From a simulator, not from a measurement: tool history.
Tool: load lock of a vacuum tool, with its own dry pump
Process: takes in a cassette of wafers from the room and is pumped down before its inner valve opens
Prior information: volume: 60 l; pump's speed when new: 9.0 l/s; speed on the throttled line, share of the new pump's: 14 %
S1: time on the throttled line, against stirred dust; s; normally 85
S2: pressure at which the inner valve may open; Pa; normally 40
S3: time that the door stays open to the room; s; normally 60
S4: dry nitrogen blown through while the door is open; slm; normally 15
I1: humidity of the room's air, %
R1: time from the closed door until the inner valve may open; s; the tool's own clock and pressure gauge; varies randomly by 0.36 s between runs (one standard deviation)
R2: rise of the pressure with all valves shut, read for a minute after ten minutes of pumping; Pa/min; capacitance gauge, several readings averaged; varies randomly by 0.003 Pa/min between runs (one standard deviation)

run,hour,S1,S2,S3,S4,I1,R1,R2
1,0,85,40,60,15,45.8,130.7,0.257
2,417,85,40,60,30,47.9,130.9,0.277
3,602.9,85,40,60,15,44,130.1,0.295
# hour 622.2: door's seal changed, seat wiped
4,824.1,85,40,60,15,47.1,130.7,0.022
5,1108.2,85,40,60,15,42.3,131.7,0.03
6,1306.7,85,40,60,15,45.3,130.9,0.032
7,1489.8,85,40,60,15,46,131,0.041
8,1853.4,85,40,138,15,44.8,130.9,0.051
9,2122.6,85,40,138,15,43.5,131.9,0.058
10,2293.9,85,75,82,34,44.9,127,0.048
11,2487.4,83,75,57,23,43.6,125.2,0.056
12,2797.7,60,35,60,15,41.5,111.8,0.057

Each row is a separate what-if for the run after 12, all from the same tool condition, not one after another. Results?
A,2973.7,82,45,29,15,41.8,?,?
B,2973.7,85,40,47,15,46.2,?,?
C,2973.7,151,33,60,5,42.1,?,?

run,R1,R2
A,128.1,0.061
B,131.9,0.065
C,190,0.074
Without the tool's hidden state the same runs would have given:
run,R1,R2
A,121.9,0.018
B,125.5,0.022
C,184.8,0.03
